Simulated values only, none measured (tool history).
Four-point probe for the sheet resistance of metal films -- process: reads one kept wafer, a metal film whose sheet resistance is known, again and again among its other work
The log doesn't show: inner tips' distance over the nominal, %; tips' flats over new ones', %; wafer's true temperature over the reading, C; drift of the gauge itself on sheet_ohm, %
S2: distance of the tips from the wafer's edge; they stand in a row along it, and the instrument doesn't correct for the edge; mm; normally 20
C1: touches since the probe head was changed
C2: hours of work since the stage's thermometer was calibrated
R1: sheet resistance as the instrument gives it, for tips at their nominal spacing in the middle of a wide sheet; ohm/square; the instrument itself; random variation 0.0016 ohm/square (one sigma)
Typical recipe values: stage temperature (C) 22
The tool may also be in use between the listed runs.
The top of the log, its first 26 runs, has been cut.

Run 27, hour 560.7: usual settings but stage temperature (C) 34, S2 3 mm; C1 56219; C2 441. Result: R1 8.782039 ohm/square.
Run 28, hour 582.9: usual settings but stage temperature (C) 28, S2 5 mm; C1 56870; C2 454. Result: R1 8.399588 ohm/square.
Run 29, hour 602.8: usual settings but stage temperature (C) 20, S2 11 mm; C1 57453; C2 466. Result: R1 8.260838 ohm/square.
Run 30, hour 620.9: usual settings but stage temperature (C) 20, S2 11 mm; C1 57982; C2 477. Result: R1 8.262593 ohm/square.
Run 31, hour 645.7: usual settings but stage temperature (C) 24, S2 25 mm; C1 58708; C2 491. Result: R1 8.176765 ohm/square.
Run 32, hour 659.4: usual settings but stage temperature (C) 24, S2 25 mm; C1 59111; C2 500. Result: R1 8.175614 ohm/square.
Run 33, hour 677.7: usual settings but stage temperature (C) 30, S2 11 mm; C1 59645; C2 510. Result: R1 8.17151 ohm/square.
Run 34, hour 692.3: usual settings but stage temperature (C) 27; C1 60074; C2 519. Result: R1 8.157808 ohm/square.
Run 35, hour 717.9: usual settings but stage temperature (C) 20, S2 17 mm; C1 60822; C2 534. Result: R1 8.227941 ohm/square.
Run 36, hour 732.6: usual settings but S2 6 mm; C1 61253; C2 543. Result: R1 8.379739 ohm/square.
Run 37, hour 758.3: usual settings but stage temperature (C) 26, S2 3 mm; C1 62003; C2 558. Result: R1 8.862693 ohm/square.
Run 38, hour 780.6: usual settings but S2 24 mm; C1 62657; C2 572. Result: R1 8.201844 ohm/square.
Run 39, hour 808.6: usual settings but S2 24 mm; C1 63477; C2 589. Result: R1 8.200431 ohm/square.
Run 40, hour 825.6: usual settings but stage temperature (C) 24; C1 63975; C2 599. Result: R1 8.189179 ohm/square.
Run 41, hour 852.8: usual settings but stage temperature (C) 32, S2 9 mm; C1 64771; C2 615. Result: R1 8.185414 ohm/square.
Run 42, hour 881.9: usual settings but stage temperature (C) 21, S2 39 mm; C1 65621; C2 632. Result: R1 8.207407 ohm/square.
Run 43, hour 907.4: usual settings but stage temperature (C) 34, S2 22 mm; C1 66368; C2 647. Result: R1 8.102154 ohm/square.
Run 44, hour 936.6: usual settings but stage temperature (C) 34, S2 27 mm; C1 67223; C2 665. Result: R1 8.100354 ohm/square.
Run 45, hour 964.8: usual settings but stage temperature (C) 34; C1 68049; C2 682. Result: R1 8.110003 ohm/square.
Run 46, hour 979.1: usual settings but stage temperature (C) 34, S2 31 mm; C1 68469; C2 690. Result: R1 8.09462 ohm/square.

Consider 3 possible next runs. They are alternatives, not a sequence: every one starts from the tool as it was left by run 46. What does each give?
Run A, hour 1010.5: usual settings but stage temperature (C) 23, S2 66 mm; C1 69386; C2 709. Result: R1 ?.
Run B, hour 1010.5: usual settings but stage temperature (C) 29, S2 4 mm; C1 69386; C2 709. Result: R1 ?.
Run C, hour 1010.5: usual settings but stage temperature (C) 28, S2 5 mm; C1 69386; C2 709. Result: R1 ?.

run        R1
  A  8.191908
  B  8.550995
  C  8.415696
With the hidden condition removed and each run's random variation left untouched, the same runs would have given:
run        R1
  A  8.138533
  B   8.49542
  C  8.360927

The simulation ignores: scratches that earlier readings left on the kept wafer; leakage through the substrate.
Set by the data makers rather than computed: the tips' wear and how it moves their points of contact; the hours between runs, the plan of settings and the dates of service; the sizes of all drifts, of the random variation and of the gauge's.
